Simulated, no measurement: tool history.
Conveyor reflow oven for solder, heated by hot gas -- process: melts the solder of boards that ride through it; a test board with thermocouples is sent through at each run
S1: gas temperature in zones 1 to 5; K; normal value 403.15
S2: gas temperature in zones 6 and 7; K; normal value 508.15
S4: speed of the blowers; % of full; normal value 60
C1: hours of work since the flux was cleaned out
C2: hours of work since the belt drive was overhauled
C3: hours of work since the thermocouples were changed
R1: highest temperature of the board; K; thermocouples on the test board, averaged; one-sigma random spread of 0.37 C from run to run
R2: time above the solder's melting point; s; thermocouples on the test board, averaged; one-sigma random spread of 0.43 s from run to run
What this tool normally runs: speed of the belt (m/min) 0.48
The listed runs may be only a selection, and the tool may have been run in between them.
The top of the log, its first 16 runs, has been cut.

run 17 hour=1080.7 | S1=414.15 S2=508.15 speed_of_the_belt_(m/min)=0.435 S4=61 | C1=298 C2=399 C3=33 | R1=488.15 R2=71.1
-- hour=1139.5 flux residue cleaned out of gas plates and filters
run 18 hour=1140.4 | S1=414.15 S2=511.15 speed_of_the_belt_(m/min)=0.443 S4=83 | C1=1 C2=434 C3=68 | R1=498.15 R2=80.2
run 19 hour=1191.4 | S1=414.15 S2=511.15 speed_of_the_belt_(m/min)=0.443 S4=83 | C1=33 C2=466 C3=101 | R1=497.65 R2=79.1
run 20 hour=1255.5 | S1=414.15 S2=511.15 speed_of_the_belt_(m/min)=0.443 S4=83 | C1=74 C2=507 C3=142 | R1=498.05 R2=79.8
run 21 hour=1322 | S1=403.15 S2=523.15 speed_of_the_belt_(m/min)=0.411 S4=60 | C1=116 C2=550 C3=184 | R1=501.45 R2=83.3
run 22 hour=1362.9 | S1=409.15 S2=505.15 speed_of_the_belt_(m/min)=0.48 S4=73 | C1=143 C2=576 C3=210 | R1=486.45 R2=61
run 23 hour=1435.2 | S1=409.15 S2=505.15 speed_of_the_belt_(m/min)=0.48 S4=73 | C1=189 C2=622 C3=256 | R1=486.85 R2=60.3
run 24 hour=1515.3 | S1=409.15 S2=496.15 speed_of_the_belt_(m/min)=0.409 S4=89 | C1=240 C2=673 C3=307 | R1=486.15 R2=74.4
run 25 hour=1553.8 | S1=403.15 S2=508.15 speed_of_the_belt_(m/min)=0.463 S4=90 | C1=264 C2=698 C3=332 | R1=492.95 R2=68.2
run 26 hour=1616.1 | S1=403.15 S2=508.15 speed_of_the_belt_(m/min)=0.463 S4=90 | C1=304 C2=737 C3=372 | R1=491.75 R2=67.6
-- hour=1662.8 flux residue cleaned out of gas plates and filters
run 27 hour=1686.3 | S1=403.15 S2=511.15 speed_of_the_belt_(m/min)=0.474 S4=62 | C1=15 C2=779 C3=413 | R1=488.15 R2=59
run 28 hour=1767.3 | S1=413.15 S2=508.15 speed_of_the_belt_(m/min)=0.382 S4=60 | C1=67 C2=830 C3=465 | R1=492.95 R2=87.4
run 29 hour=1821.6 | S1=413.15 S2=508.15 speed_of_the_belt_(m/min)=0.382 S4=60 | C1=101 C2=865 C3=500 | R1=492.15 R2=86.5
run 30 hour=1909.1 | S1=406.15 S2=512.15 speed_of_the_belt_(m/min)=0.496 S4=79 | C1=157 C2=921 C3=555 | R1=491.75 R2=62.7
run 31 hour=1995.3 | S1=413.15 S2=512.15 speed_of_the_belt_(m/min)=0.496 S4=83 | C1=212 C2=976 C3=610 | R1=493.55 R2=68.1

3 ways to go on from here, each from the tool as it stands after run 31. What would each give?
run A hour=2034.9 | S1=408.15 S2=508.15 speed_of_the_belt_(m/min)=0.542 S4=68 | C1=237 C2=1001 C3=636 | R1=? R2=?
run B hour=2034.9 | S1=403.15 S2=523.15 speed_of_the_belt_(m/min)=0.515 S4=54 | C1=237 C2=1001 C3=636 | R1=? R2=?
run C hour=2034.9 | S1=406.15 S2=512.15 speed_of_the_belt_(m/min)=0.516 S4=83 | C1=237 C2=1001 C3=636 | R1=? R2=?

run=A R1=481.25 R2=47.4
run=B R1=487.75 R2=53.8
run=C R1=491.45 R2=59.1
What these runs would have given with no unlogged condition in the tool:
run=A R1=483.55 R2=49.6
run=B R1=489.85 R2=55.3
run=C R1=493.95 R2=60.6

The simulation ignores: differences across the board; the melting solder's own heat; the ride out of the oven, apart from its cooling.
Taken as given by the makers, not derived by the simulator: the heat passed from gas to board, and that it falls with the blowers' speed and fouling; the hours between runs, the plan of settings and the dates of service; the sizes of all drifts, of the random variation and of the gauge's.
